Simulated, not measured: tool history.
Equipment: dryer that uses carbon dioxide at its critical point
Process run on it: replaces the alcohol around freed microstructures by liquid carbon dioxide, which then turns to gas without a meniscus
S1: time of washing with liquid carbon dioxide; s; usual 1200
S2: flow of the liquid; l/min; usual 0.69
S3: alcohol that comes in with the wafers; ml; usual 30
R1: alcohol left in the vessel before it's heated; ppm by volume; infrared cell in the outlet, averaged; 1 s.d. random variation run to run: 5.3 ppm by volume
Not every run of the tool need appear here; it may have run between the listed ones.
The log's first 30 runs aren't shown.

run   hour    S1     S2   S3    R1
 31  461.9  1140  0.834   60   290
 32  480.7  1140  0.834   60   315
 33  498.9  1140  0.834   60   306
 34  514.8  1560  0.484   60   648
 35  526.6   780  0.707  120  3240
 36  541.2   780  0.707  120  3240
 37  557.2  1020   0.69   20   369
 38  577.9  1020   0.69   20   378
 39    588  1200  0.904   26   181
 40  603.9  1860  0.842   30   137
     609.3  -- inlet filter changed
 41  614.2  1860  0.842   30   152
 42  629.6  1860  1.016   71   148
 43  647.9  1860  1.016   80   145
 44  663.6   780   0.69   44  1118
 45  682.1  1020   0.45  117  4184
 46  691.2  1320  0.464   41   738
 47  706.2  1020  1.075   39   185
     717.5  -- purifier's bed changed
 48  721.9  1020  1.075   39    38

What if the next run were any one of these 3? Each begins from the tool's condition after run 48:
  A  739.4  1020   0.69  30   ?
  B  739.4  1740  0.624  53   ?
  C  739.4   840  0.554  27   ?

run   R1
  A  263
  B   65
  C  955
Take away the tool's hidden state, keep each run's random variation, and the runs would have read:
run   R1
  A  238
  B   55
  C  897

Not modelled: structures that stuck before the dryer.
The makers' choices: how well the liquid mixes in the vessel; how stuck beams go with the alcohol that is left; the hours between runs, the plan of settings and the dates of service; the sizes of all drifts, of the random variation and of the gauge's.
